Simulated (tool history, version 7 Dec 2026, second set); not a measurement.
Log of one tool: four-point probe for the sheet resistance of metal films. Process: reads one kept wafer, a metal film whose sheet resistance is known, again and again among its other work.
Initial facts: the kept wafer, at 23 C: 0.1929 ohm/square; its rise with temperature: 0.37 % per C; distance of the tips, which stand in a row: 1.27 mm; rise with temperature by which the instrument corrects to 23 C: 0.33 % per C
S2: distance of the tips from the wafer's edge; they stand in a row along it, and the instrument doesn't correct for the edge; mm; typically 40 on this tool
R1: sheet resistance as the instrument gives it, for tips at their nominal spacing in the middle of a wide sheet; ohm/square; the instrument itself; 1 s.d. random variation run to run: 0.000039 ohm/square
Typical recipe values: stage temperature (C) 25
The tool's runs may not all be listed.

run 1 day=0 | stage_temperature_(C)=25 S2=40 | R1=0.192458
run 2 day=3.817 | stage_temperature_(C)=25 S2=40 | R1=0.19233
run 3 day=6.896 | stage_temperature_(C)=26 S2=40 | R1=0.192427
run 4 day=12 | stage_temperature_(C)=26 S2=40 | R1=0.192386
run 5 day=14.208 | stage_temperature_(C)=25 S2=40 | R1=0.192287
run 6 day=17.404 | stage_temperature_(C)=25 S2=25 | R1=0.192438
run 7 day=20.558 | stage_temperature_(C)=25 S2=25 | R1=0.192367
run 8 day=24.65 | stage_temperature_(C)=25 S2=25 | R1=0.192333
run 9 day=27.192 | stage_temperature_(C)=20 S2=40 | R1=0.191638
run 10 day=29.658 | stage_temperature_(C)=20 S2=40 | R1=0.191597
run 11 day=33.454 | stage_temperature_(C)=25 S2=40 | R1=0.192017
run 12 day=36.483 | stage_temperature_(C)=25 S2=4 | R1=0.201745
run 13 day=40.429 | stage_temperature_(C)=25 S2=40 | R1=0.191968
run 14 day=45.412 | stage_temperature_(C)=25 S2=40 | R1=0.191918
run 15 day=48.671 | stage_temperature_(C)=25 S2=40 | R1=0.191821
run 16 day=51.504 | stage_temperature_(C)=25 S2=40 | R1=0.191799
run 17 day=55.888 | stage_temperature_(C)=25 S2=40 | R1=0.191762
run 18 day=60.525 | stage_temperature_(C)=25 S2=40 | R1=0.19173
run 19 day=64.108 | stage_temperature_(C)=25 S2=40 | R1=0.191649
-- day=68.25 stage's thermometer calibrated
run 20 day=68.262 | stage_temperature_(C)=25 S2=12 | R1=0.192959
run 21 day=72.3 | stage_temperature_(C)=25 S2=40 | R1=0.19187
run 22 day=75.304 | stage_temperature_(C)=25 S2=20 | R1=0.192202
run 23 day=78.221 | stage_temperature_(C)=24 S2=12 | R1=0.192767
run 24 day=80.662 | stage_temperature_(C)=19 S2=9 | R1=0.193223
run 25 day=83.967 | stage_temperature_(C)=25 S2=8 | R1=0.194227
run 26 day=88.8 | stage_temperature_(C)=25 S2=8 | R1=0.194112
run 27 day=91.208 | stage_temperature_(C)=25 S2=8 | R1=0.194127
run 28 day=94.821 | stage_temperature_(C)=21 S2=25 | R1=0.191408
run 29 day=97.592 | stage_temperature_(C)=23 S2=6 | R1=0.195793
run 30 day=101.721 | stage_temperature_(C)=28 S2=22 | R1=0.191947
run 31 day=104.3 | stage_temperature_(C)=29 S2=6 | R1=0.196212
run 32 day=107.067 | stage_temperature_(C)=29 S2=4 | R1=0.20155
run 33 day=109.508 | stage_temperature_(C)=26 S2=7 | R1=0.194742
run 34 day=114.429 | stage_temperature_(C)=27 S2=27 | R1=0.191635
run 35 day=118.621 | stage_temperature_(C)=27 S2=5 | R1=0.197814
-- day=122.133 new probe head fitted
run 36 day=122.812 | stage_temperature_(C)=25 S2=27 | R1=0.192151
run 37 day=127.55 | stage_temperature_(C)=34 S2=31 | R1=0.19274
run 38 day=132.45 | stage_temperature_(C)=20 S2=7 | R1=0.194648
run 39 day=134.833 | stage_temperature_(C)=24 S2=3 | R1=0.208428
run 40 day=137.3 | stage_temperature_(C)=19 S2=5 | R1=0.197584
run 41 day=140.542 | stage_temperature_(C)=19 S2=7 | R1=0.194456
run 42 day=142.742 | stage_temperature_(C)=20 S2=3 | R1=0.207855
run 43 day=146.233 | stage_temperature_(C)=20 S2=17 | R1=0.191748
run 44 day=148.925 | stage_temperature_(C)=23 S2=32 | R1=0.191494

Table of differences, measured result less the result of that run with no hidden state. Run-to-run variation is the same in both. Gauge scatter possibly is not:
Hidden state present: inner tips' distance over the nominal, %; tips' flats over new ones', %; wafer's true temperature over the reading, C; drift of the gauge itself on sheet_ohm, %.
run=1 R1=-0.000748
run=2 R1=-0.000792
run=3 R1=-0.000829
run=4 R1=-0.000888
run=5 R1=-0.000916
run=6 R1=-0.000952
run=7 R1=-0.000991
run=8 R1=-0.00104
run=9 R1=-0.001071
run=10 R1=-0.001103
run=11 R1=-0.001145
run=12 R1=-0.001236
run=13 R1=-0.001225
run=14 R1=-0.001284
run=15 R1=-0.001324
run=16 R1=-0.001357
run=17 R1=-0.001408
run=18 R1=-0.001464
run=19 R1=-0.001507
run=20 R1=-0.001266
run=21 R1=-0.001307
run=22 R1=-0.001347
run=23 R1=-0.00138
run=24 R1=-0.001413
run=25 R1=-0.001458
run=26 R1=-0.001513
run=27 R1=-0.001543
run=28 R1=-0.001566
run=29 R1=-0.001635
run=30 R1=-0.001653
run=31 R1=-0.001719
run=32 R1=-0.001797
run=33 R1=-0.001774
run=34 R1=-0.001804
run=35 R1=-0.001907
run=36 R1=-0.001207
run=37 R1=-0.001266
run=38 R1=-0.001346
run=39 R1=-0.001462
run=40 R1=-0.001423
run=41 R1=-0.00144
run=42 R1=-0.001557
run=43 R1=-0.001486
run=44 R1=-0.001517
